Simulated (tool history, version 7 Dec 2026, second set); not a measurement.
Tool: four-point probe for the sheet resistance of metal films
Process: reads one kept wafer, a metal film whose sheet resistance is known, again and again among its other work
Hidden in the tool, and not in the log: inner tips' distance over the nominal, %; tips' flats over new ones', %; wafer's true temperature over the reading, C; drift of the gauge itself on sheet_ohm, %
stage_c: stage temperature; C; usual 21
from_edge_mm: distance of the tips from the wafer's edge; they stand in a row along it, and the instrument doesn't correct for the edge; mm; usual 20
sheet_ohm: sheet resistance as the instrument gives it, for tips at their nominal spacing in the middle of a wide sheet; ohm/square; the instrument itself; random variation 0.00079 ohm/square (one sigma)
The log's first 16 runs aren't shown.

run	hour	stage_c	from_edge_mm	touches since the probe head was changed	hours of work since the stage's thermometer was calibrated	sheet_ohm
17	773.2	21	20	106423	941	3.963997
18	817.3	28	20	107684	965	3.964750
19	870.0	28	20	109193	994	3.965400
20	903.3	28	20	110144	1012	3.966230
21	965.2	22	40	111915	1046	3.964101
22	1027.5	21	8	113698	1081	3.971315
23	1079.1	21	8	115173	1109	3.972042
24	1147.4	27	7	117127	1146	3.976747
25	1213.1	18	47	119005	1182	3.963021
26	1249.7	19	5	120051	1202	3.984644
27	1296.0	23	7	121375	1228	3.976802
28	1346.2	33	11	122812	1255	3.973365
29	1389.9	28	37	124062	1279	3.967114
30	1446.7	31	3	125685	1310	4.027846
31	1513.8	29	4	127604	1347	4.001491
32	1558.5	21	59	128882	1372	3.966648

Run 33 comes next. What will it give?
33	1610.1	21	59	130360	1400	?

{"run 33": {"sheet_ohm": 3.966792}}
Without the tool's hidden state the same run would have given sheet_ohm 3.963667 ohm/square.
